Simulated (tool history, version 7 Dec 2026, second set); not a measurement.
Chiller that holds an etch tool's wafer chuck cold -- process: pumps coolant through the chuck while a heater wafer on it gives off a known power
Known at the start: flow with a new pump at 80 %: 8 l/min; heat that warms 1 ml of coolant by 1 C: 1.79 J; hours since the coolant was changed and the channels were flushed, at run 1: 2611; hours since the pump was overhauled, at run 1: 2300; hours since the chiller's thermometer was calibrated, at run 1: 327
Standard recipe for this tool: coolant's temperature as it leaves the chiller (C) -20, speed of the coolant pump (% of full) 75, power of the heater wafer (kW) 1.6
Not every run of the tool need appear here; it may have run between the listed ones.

run	hour	coolant's temperature as it leaves the chiller (C)	speed of the coolant pump (% of full)	power of the heater wafer (kW)	hours since the coolant was changed and the channels were flushed	hours since the pump was overhauled	hours since the chiller's thermometer was calibrated	chuck's temperature once it has settled (C)	how much warmer the coolant comes back (C)
1	0	-20	75	1.6	2611	2300	327	-2.6	7.63
2	49.2	-20	75	1.6	2660	2349	376	-2.7	7.6
3	84.4	-20	75	1.6	2695	2385	412	-2.5	7.61
4	127.9	-20	75	1.6	2738	2428	455	-2.6	7.71
5	167.2	-20	75	1.6	2778	2467	494	-2.7	7.64
6	204.5	-20	75	1.6	2815	2505	532	-2.4	7.64
7	228.9	-20	75	1.6	2840	2529	556	-2.4	7.65
8	274.7	-20	85	1.6	2885	2575	602	-4.2	6.72
9	328	-20	85	1.6	2939	2628	655	-4.2	6.76
10	365.7	-20	85	1.6	2976	2666	693	-4.1	6.72
11	410.6	-20	85	1.6	3021	2711	738	-4.3	6.72
12	451.3	-20	85	2.141	3062	2752	778	1.3	8.95
13	483.1	-20	85	2.141	3094	2783	810	1.4	9.03
14	533.7	-20	85	2.141	3144	2834	861	1.3	9.04
15	588.7	-20	85	2.141	3199	2889	916	1.3	9.09
16	647.9	-20	85	2.141	3259	2948	975	1.3	9.1
17	705.7	-20	85	2.141	3316	3006	1033	1.6	9.12
18	764.6	-20	85	2.141	3375	3065	1092	1.5	9.06
19	822	-17	90	2.141	3433	3122	1149	3.5	8.64
20	865.1	-17	78	1.699	3476	3165	1192	1.7	7.99
21	918.5	-14	97	1.6	3529	3219	1246	0.5	5.93
22	969.2	-27	97	1.6	3580	3269	1296	-12.4	5.88
23	1025.8	-16	73	1.011	3636	3326	1353	-4	5.13
24	1058.7	-23	75	1.211	3669	3359	1386	-9.2	5.92
25	1095.9	-23	75	1.211	3707	3396	1423	-9.2	5.94
26	1130.6	-12	75	0.895	3741	3431	1458	-1.6	4.35
27	1163.4	-12	71	1.871	3774	3464	1491	10.4	9.74
28	1209.2	-12	71	1.871	3820	3509	1536	10.8	9.75
29	1246.6	-15	71	1.106	3857	3547	1574	-1.5	5.78
30	1300.9	-14	96	1.374	3911	3601	1628	-1.3	5.26
31	1353.7	-20	86	2.093	3964	3654	1681	1.4	8.92
32	1413.8	-20	71	0.963	4024	3714	1741	-8.2	5.06
33	1460.7	-12	64	1.314	4071	3761	1788	5.7	7.64

Below are 3 alternative next runs, each starting from the tool's condition after run 33. Predict each:
A	1491.2	-25	75	1.6	4102	3791	1818	?	?
B	1491.2	-16	64	1.314	4102	3791	1818	?	?
C	1491.2	-12	92	1.512	4102	3791	1818	?	?

run	chuck's temperature once it has settled (C)	how much warmer the coolant comes back (C)
A	-6.3	7.86
B	1.5	7.63
C	2.7	5.98
With no hidden state in the tool, these same runs would have given:
run	chuck's temperature once it has settled (C)	how much warmer the coolant comes back (C)
A	-9.4	7.12
B	-1.5	6.91
C	0.2	5.41
